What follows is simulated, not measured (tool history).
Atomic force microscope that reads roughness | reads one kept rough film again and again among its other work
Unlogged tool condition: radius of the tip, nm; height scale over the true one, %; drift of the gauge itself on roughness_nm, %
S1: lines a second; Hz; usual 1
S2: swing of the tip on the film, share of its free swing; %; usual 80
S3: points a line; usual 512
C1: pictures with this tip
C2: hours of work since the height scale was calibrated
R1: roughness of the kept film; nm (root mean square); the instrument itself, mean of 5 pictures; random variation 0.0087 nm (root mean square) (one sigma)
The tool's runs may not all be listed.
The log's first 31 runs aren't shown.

run   hour    S1  S2   S3   C1   C2     R1
 32  268.6  3.07  82  884   90   11  1.458
 33  280.7  3.96  80  491  108   18   1.36
 34  290.9  1.32  77  491  124   23  1.731
 35    300     1  85  608  138   29  1.702
 36  305.8     1  73  861  147   32   1.81
 37  317.9     1  80  738  165   39  1.719
 38  322.9  0.58  89  725  173   42  1.739
 39  333.8  0.58  89  725  190   48  1.723
 40  340.8  3.35  56  512  201   52  1.702
 41  352.1   2.2  55  324  218   59  1.731
     353.7  -- new tip fitted
 42  359.4  1.31  80  512    8   63  1.874
 43  368.6     1  87  420   23   68  1.814
 44  379.2  3.54  57  999   39   74  1.902
 45  391.3  1.42  58  512   57   81  1.987
 46  396.1     1  83  313   65   84   1.77
 47  405.3  1.88  62  474   79   89  1.894
 48    411  0.65  87  291   88   93  1.803
 49  420.1     1  66  679  102   98  1.887
 50    430  3.76  63  916  117  104  1.706
 51  438.7  1.42  89  345  130  109  1.557
 52  444.1  1.42  89  345  139  112  1.545
 53  456.2  0.82  65  566  157  119  1.867

4 ways to go on from here, each from the tool as it stands after run 53. What would each give?
  A  464.8  1.52  58   512  171  124   ?
  B  464.8   3.5  57   512  171  124   ?
  C  464.8     1  57   954  171  124   ?
  D  464.8  2.09  80  1019  171  124   ?

run     R1
  A  1.825
  B  1.723
  C  1.876
  D  1.557
Without the tool's unlogged condition, the same runs would have read:
run     R1
  A   2.06
  B  1.944
  C  2.117
  D  1.757

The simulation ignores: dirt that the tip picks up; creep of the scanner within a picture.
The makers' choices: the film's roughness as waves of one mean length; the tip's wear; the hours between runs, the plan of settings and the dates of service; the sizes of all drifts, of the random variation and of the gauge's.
